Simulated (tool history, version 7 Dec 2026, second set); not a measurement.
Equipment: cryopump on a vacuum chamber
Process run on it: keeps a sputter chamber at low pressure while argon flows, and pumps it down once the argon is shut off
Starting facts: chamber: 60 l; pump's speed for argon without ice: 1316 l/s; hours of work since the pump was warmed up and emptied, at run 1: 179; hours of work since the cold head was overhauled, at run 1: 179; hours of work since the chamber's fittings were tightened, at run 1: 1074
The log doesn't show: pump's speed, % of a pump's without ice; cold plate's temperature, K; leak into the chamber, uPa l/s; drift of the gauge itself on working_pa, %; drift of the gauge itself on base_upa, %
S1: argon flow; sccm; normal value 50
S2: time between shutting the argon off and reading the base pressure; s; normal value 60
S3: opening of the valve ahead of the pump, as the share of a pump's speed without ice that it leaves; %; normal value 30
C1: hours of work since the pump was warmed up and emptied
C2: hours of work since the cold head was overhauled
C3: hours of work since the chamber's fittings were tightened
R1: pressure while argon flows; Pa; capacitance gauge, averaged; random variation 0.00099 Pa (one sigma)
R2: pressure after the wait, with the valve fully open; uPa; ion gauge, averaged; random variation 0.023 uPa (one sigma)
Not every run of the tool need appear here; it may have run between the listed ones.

run,hour,S1,S2,S3,C1,C2,C3,R1,R2
1,0,50,60,30,179,179,1074,0.2243,1.93
2,29.4,50,60,30,200,200,1095,0.2235,1.89
3,82.6,50,42,30,239,239,1133,0.2233,2.14
4,126.5,50,38,30,270,270,1165,0.2277,2.26
5,170.5,50,38,30,302,302,1197,0.2277,2.39
# hour 204.8: pump warmed up, emptied and cooled again
6,226.4,50,60,30,16,338,1233,0.2149,1.87
7,252.3,50,60,30,34,357,1252,0.2169,1.88
8,277.6,50,60,30,52,375,1270,0.2155,2.04
9,318.7,50,60,30,82,405,1300,0.2176,1.98
10,370.8,35,60,30,120,442,1337,0.1543,2.1
11,421.8,50,60,30,156,479,1374,0.2205,2.16
12,460.1,50,60,30,184,507,1402,0.2216,2.21
13,507.4,50,60,20,218,541,1436,0.3303,2.28
14,553.2,50,60,29,251,574,1469,0.2337,2.42
15,606.8,50,60,29,289,612,1507,0.233,2.45
16,645,43,60,30,317,640,1535,0.1968,2.57
# hour 660: pump warmed up, emptied and cooled again
17,673.9,50,60,26,10,657,1552,0.248,2.2
18,697,50,60,26,27,674,1568,0.2493,2.18
19,724.9,50,60,26,47,694,1589,0.2487,2.22
20,756.2,50,60,26,69,716,1611,0.2502,2.32
21,790.7,50,60,26,94,741,1636,0.2508,2.29
22,825.5,45,112,26,119,766,1661,0.2289,2.17
23,850.1,50,165,19,137,784,1679,0.3424,2.11
24,873.5,50,165,19,154,801,1696,0.342,2.27
25,905.8,86,60,44,177,824,1719,0.2635,2.51
26,944.9,86,60,44,205,852,1747,0.2654,2.53
27,984.8,44,46,30,234,881,1776,0.1985,2.84
28,1030.3,57,60,18,267,914,1808,0.4234,2.71
29,1070.5,25,60,43,296,943,1837,0.0818,2.93
# hour 1115.5: pump warmed up, emptied and cooled again
30,1120.7,25,60,43,4,975,1870,0.0756,2.54
31,1149.1,25,60,43,24,996,1890,0.0748,2.46
32,1180,63,228,39,46,1018,1913,0.2113,2.21
33,1230.2,50,259,23,83,1054,1949,0.2825,2.31
34,1261.3,50,259,36,105,1077,1971,0.1851,2.4

Hidden state or all else? Some run-to-run changes of R1, split into what the settings, what came in and random variation would give without the hidden state, and what is left for the hidden state (with any gauge scatter that isn't in both results):
Run 5 -> 6: S2 38 -> 60, pump warmed up, emptied and cooled again. R1 -0.0128 Pa: hidden state -0.0133, all else +0.0005.
Run 16 -> 17: S1 43 -> 50, S3 30 -> 26, pump warmed up, emptied and cooled again. R1 +0.0512 Pa: hidden state -0.0124, all else +0.0636.
Run 27 -> 28: S1 44 -> 57, S2 46 -> 60, S3 30 -> 18. R1 +0.2249 Pa: hidden state +0.0046, all else +0.2203.
Run 28 -> 29: S1 57 -> 25, S3 18 -> 43. R1 -0.3416 Pa: hidden state -0.0071, all else -0.3345.
Run 31 -> 32: S1 25 -> 63, S2 60 -> 228, S3 43 -> 39. R1 +0.1365 Pa: hidden state +0.0026, all else +0.1339.
